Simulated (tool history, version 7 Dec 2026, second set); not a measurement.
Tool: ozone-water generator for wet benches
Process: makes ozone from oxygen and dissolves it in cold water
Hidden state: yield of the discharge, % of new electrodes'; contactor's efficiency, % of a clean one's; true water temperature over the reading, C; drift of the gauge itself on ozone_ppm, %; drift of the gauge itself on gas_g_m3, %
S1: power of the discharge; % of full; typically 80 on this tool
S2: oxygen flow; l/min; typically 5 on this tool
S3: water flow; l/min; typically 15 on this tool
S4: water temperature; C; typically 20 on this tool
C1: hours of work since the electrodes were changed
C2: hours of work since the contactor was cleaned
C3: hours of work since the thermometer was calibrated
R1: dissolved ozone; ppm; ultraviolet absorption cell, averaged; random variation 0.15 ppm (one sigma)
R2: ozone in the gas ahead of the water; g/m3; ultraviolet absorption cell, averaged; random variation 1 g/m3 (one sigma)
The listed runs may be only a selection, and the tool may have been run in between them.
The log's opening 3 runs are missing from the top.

| run | hour | S1 | S2 | S3 | S4 | C1 | C2 | C3 | R1 | R2 |
|---|---|---|---|---|---|---|---|---|---|---|
| 4 | 246.3 | 80 | 5 | 15 | 20 | 1638 | 809 | 235 | 18.9 | 182.8 |
| 5 | 324.8 | 95 | 5 | 15 | 20 | 1713 | 884 | 310 | 20.5 | 201.2 |
| 6 | 379.5 | 80 | 5 | 14 | 20 | 1765 | 936 | 362 | 19.4 | 183.8 |
| 7 | 486.4 | 80 | 5 | 14 | 20 | 1867 | 1039 | 464 | 19.7 | 182 |
| 8 | 595.8 | 80 | 5 | 14 | 20 | 1972 | 1143 | 569 | 19.4 | 183.5 |
| 9 | 666.3 | 80 | 5 | 14 | 20 | 2039 | 1210 | 636 | 19.5 | 181.6 |
| 10 | 759.5 | 80 | 5 | 14 | 20 | 2128 | 1299 | 725 | 19.7 | 181 |
| 11 | 807.2 | 80 | 5.25 | 14 | 20 | 2173 | 1345 | 771 | 19.3 | 177.5 |
| 12 | 871.7 | 80 | 5.25 | 14 | 20 | 2235 | 1406 | 832 | 19.5 | 176.1 |
| 13 | 922.8 | 80 | 4.17 | 14 | 20 | 2284 | 1455 | 881 | 20.2 | 206.3 |
| 14 | 991.3 | 80 | 4.17 | 14 | 20 | 2349 | 1521 | 946 | 20.6 | 206.5 |
| 15 | 1050 | 80 | 5 | 21 | 20 | 2405 | 1577 | 1002 | 14.6 | 180 |
| 16 | 1096 | 47 | 5 | 15 | 20 | 2449 | 1620 | 1046 | 13.7 | 133.3 |
| 17 | 1201.2 | 80 | 5 | 9 | 20 | 2550 | 1721 | 1147 | 26 | 181.4 |

Expected results for the next run?
| 18 | 1258.1 | 47 | 5.78 | 23 | 17 | 2604 | 1775 | 1201 | ? | ? |

R1: 10 ppm
R2: 120.6 g/m3
Minus the tool's unlogged condition, the same run would have read R1 10 ppm, R2 120.7 g/m3.

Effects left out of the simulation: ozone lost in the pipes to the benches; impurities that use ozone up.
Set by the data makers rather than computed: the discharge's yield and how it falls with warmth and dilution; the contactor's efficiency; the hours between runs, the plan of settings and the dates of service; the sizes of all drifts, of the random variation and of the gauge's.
